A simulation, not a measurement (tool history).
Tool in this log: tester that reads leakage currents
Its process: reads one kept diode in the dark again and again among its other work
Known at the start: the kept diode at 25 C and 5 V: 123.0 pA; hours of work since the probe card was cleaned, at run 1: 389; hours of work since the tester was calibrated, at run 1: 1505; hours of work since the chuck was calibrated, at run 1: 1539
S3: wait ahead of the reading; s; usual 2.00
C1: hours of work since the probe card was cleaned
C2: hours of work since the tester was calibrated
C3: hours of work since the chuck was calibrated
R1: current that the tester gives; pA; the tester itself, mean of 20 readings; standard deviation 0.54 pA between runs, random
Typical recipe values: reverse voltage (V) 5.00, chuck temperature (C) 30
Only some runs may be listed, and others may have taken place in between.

{"run": 1, "day": 0.0, "reverse voltage (V)": 5.0, "chuck temperature (C)": 30, "S3": 2.0, "C1": 389, "C2": 1505, "C3": 1539, "R1": 176.9}
{"run": 2, "day": 0.658, "reverse voltage (V)": 5.0, "chuck temperature (C)": 30, "S3": 2.0, "C1": 402, "C2": 1518, "C3": 1551, "R1": 177.67}
{"run": 3, "day": 1.375, "reverse voltage (V)": 5.0, "chuck temperature (C)": 30, "S3": 2.0, "C1": 416, "C2": 1531, "C3": 1565, "R1": 178.12}
{"run": 4, "day": 2.346, "reverse voltage (V)": 5.0, "chuck temperature (C)": 30, "S3": 2.0, "C1": 434, "C2": 1550, "C3": 1584, "R1": 178.52}
{"run": 5, "day": 3.654, "reverse voltage (V)": 5.0, "chuck temperature (C)": 30, "S3": 3.39, "C1": 459, "C2": 1575, "C3": 1609, "R1": 177.97}
{"run": 6, "day": 4.783, "reverse voltage (V)": 5.0, "chuck temperature (C)": 30, "S3": 2.0, "C1": 481, "C2": 1597, "C3": 1630, "R1": 179.0}
{"run": 7, "day": 5.742, "reverse voltage (V)": 5.0, "chuck temperature (C)": 30, "S3": 2.0, "C1": 499, "C2": 1615, "C3": 1649, "R1": 178.2}
{"run": 8, "day": 6.8, "reverse voltage (V)": 5.0, "chuck temperature (C)": 30, "S3": 2.0, "C1": 520, "C2": 1635, "C3": 1669, "R1": 177.84}
{"run": 9, "day": 7.662, "reverse voltage (V)": 5.0, "chuck temperature (C)": 42, "S3": 8.37, "C1": 536, "C2": 1652, "C3": 1686, "R1": 409.97}
{"run": 10, "day": 8.404, "reverse voltage (V)": 5.0, "chuck temperature (C)": 43, "S3": 1.13, "C1": 550, "C2": 1666, "C3": 1700, "R1": 443.35}
{"run": 11, "day": 9.142, "reverse voltage (V)": 3.21, "chuck temperature (C)": 52, "S3": 1.44, "C1": 565, "C2": 1680, "C3": 1714, "R1": 661.24}
{"run": 12, "day": 10.429, "reverse voltage (V)": 2.27, "chuck temperature (C)": 39, "S3": 5.62, "C1": 589, "C2": 1705, "C3": 1739, "R1": 242.51}
{"run": 13, "day": 11.05, "reverse voltage (V)": 2.27, "chuck temperature (C)": 39, "S3": 5.62, "C1": 601, "C2": 1717, "C3": 1751, "R1": 245.44}
{"run": 14, "day": 12.004, "reverse voltage (V)": 2.27, "chuck temperature (C)": 39, "S3": 5.62, "C1": 620, "C2": 1735, "C3": 1769, "R1": 243.5}
{"run": 15, "day": 13.05, "reverse voltage (V)": 2.27, "chuck temperature (C)": 39, "S3": 5.62, "C1": 640, "C2": 1755, "C3": 1789, "R1": 244.18}

Branching from run 15: 4 alternative next runs. What would each branch give?
{"run": "A", "day": 14.258, "reverse voltage (V)": 5.0, "chuck temperature (C)": 30, "S3": 0.59, "C1": 663, "C2": 1778, "C3": 1812, "R1": "?"}
{"run": "B", "day": 14.258, "reverse voltage (V)": 9.19, "chuck temperature (C)": 29, "S3": 2.62, "C1": 663, "C2": 1778, "C3": 1812, "R1": "?"}
{"run": "C", "day": 14.258, "reverse voltage (V)": 7.8, "chuck temperature (C)": 39, "S3": 4.29, "C1": 663, "C2": 1778, "C3": 1812, "R1": "?"}
{"run": "D", "day": 14.258, "reverse voltage (V)": 1.66, "chuck temperature (C)": 39, "S3": 1.21, "C1": 663, "C2": 1778, "C3": 1812, "R1": "?"}

run=A R1=178.52
run=B R1=211.20
run=C R1=401.98
run=D R1=215.62
Stripped of hidden state, with their random variation kept, the same runs would have yielded:
run=A R1=178.69
run=B R1=211.41
run=C R1=402.36
run=D R1=215.82

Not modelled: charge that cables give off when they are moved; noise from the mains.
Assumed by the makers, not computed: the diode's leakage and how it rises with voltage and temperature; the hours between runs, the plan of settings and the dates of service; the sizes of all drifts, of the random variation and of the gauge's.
